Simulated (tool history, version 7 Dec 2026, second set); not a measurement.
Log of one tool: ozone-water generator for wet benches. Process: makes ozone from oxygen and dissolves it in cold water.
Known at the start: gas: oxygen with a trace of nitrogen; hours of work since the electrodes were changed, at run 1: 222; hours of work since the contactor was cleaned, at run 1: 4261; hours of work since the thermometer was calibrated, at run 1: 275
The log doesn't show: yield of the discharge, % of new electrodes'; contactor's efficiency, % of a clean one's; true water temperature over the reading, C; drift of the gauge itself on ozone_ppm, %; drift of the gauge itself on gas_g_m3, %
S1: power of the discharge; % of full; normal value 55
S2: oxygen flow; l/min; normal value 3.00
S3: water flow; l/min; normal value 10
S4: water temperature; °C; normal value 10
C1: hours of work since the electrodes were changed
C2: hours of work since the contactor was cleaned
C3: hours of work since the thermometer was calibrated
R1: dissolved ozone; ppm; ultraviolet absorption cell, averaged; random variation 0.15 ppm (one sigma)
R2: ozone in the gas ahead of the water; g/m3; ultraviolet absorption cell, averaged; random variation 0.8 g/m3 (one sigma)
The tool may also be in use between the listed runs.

| run | day | S1 | S2 | S3 | S4 | C1 | C2 | C3 | R1 | R2 |
|---|---|---|---|---|---|---|---|---|---|---|
| 1 | 0.000 | 55 | 3.00 | 10 | 10 | 222 | 4261 | 275 | 18.4 | 124.0 |
| 2 | 1.992 | 55 | 3.00 | 10 | 10 | 258 | 4297 | 311 | 18.3 | 124.1 |
| 3 | 3.979 | 55 | 3.00 | 11 | 10 | 295 | 4333 | 347 | 17.2 | 124.3 |
| 4 | 5.329 | 55 | 3.00 | 11 | 10 | 319 | 4358 | 372 | 17.0 | 124.4 |
| 5 | 6.888 | 55 | 3.00 | 11 | 10 | 347 | 4386 | 400 | 17.0 | 124.7 |
| 6 | 8.154 | 55 | 3.00 | 11 | 10 | 370 | 4409 | 423 | 17.0 | 125.1 |
| 7 | 9.292 | 55 | 3.00 | 11 | 10 | 391 | 4430 | 444 | 16.8 | 125.2 |
| 8 | 11.300 | 55 | 3.00 | 11 | 10 | 428 | 4466 | 480 | 16.8 | 124.0 |
| 9 | 12.642 | 55 | 3.37 | 10 | 10 | 452 | 4491 | 505 | 18.8 | 120.3 |
| 10 | 13.925 | 90 | 3.00 | 10 | 11 | 475 | 4514 | 528 | 27.9 | 190.9 |
|  | 14.038 | water thermometer calibrated |
| 11 | 14.962 | 90 | 3.00 | 11 | 11 | 494 | 4532 | 17 | 25.6 | 192.2 |
| 12 | 16.983 | 94 | 5.30 | 6 | 15 | 531 | 4569 | 54 | 37.7 | 163.5 |
|  | 17.179 | water thermometer calibrated, once more |
| 13 | 18.475 | 94 | 5.30 | 6 | 15 | 557 | 4596 | 24 | 37.4 | 165.2 |
| 14 | 19.475 | 49 | 3.00 | 10 | 13 | 576 | 4614 | 42 | 15.9 | 112.3 |
| 15 | 21.017 | 54 | 3.00 | 6 | 10 | 604 | 4642 | 70 | 25.3 | 120.7 |
| 16 | 22.346 | 54 | 3.00 | 6 | 10 | 628 | 4666 | 94 | 24.9 | 121.4 |

4 options for the next run, each taken on its own from the tool as it stands now. Forecast them:
| A | 24.000 | 83 | 3.00 | 11 | 10 | 658 | 4697 | 124 | ? | ? |
| B | 24.000 | 55 | 3.00 | 6 | 7 | 658 | 4697 | 124 | ? | ? |
| C | 24.000 | 41 | 3.00 | 14 | 6 | 658 | 4697 | 124 | ? | ? |
| D | 24.000 | 54 | 3.00 | 6 | 6 | 658 | 4697 | 124 | ? | ? |

| run | R1 | R2 |
|---|---|---|
| A | 23.9 | 177.4 |
| B | 26.4 | 123.9 |
| C | 11.3 | 97.8 |
| D | 26.6 | 122.8 |
What these runs would have given with no unlogged condition in the tool:
| run | R1 | R2 |
|---|---|---|
| A | 24.7 | 180.7 |
| B | 27.0 | 125.6 |
| C | 11.6 | 98.6 |
| D | 27.1 | 124.4 |
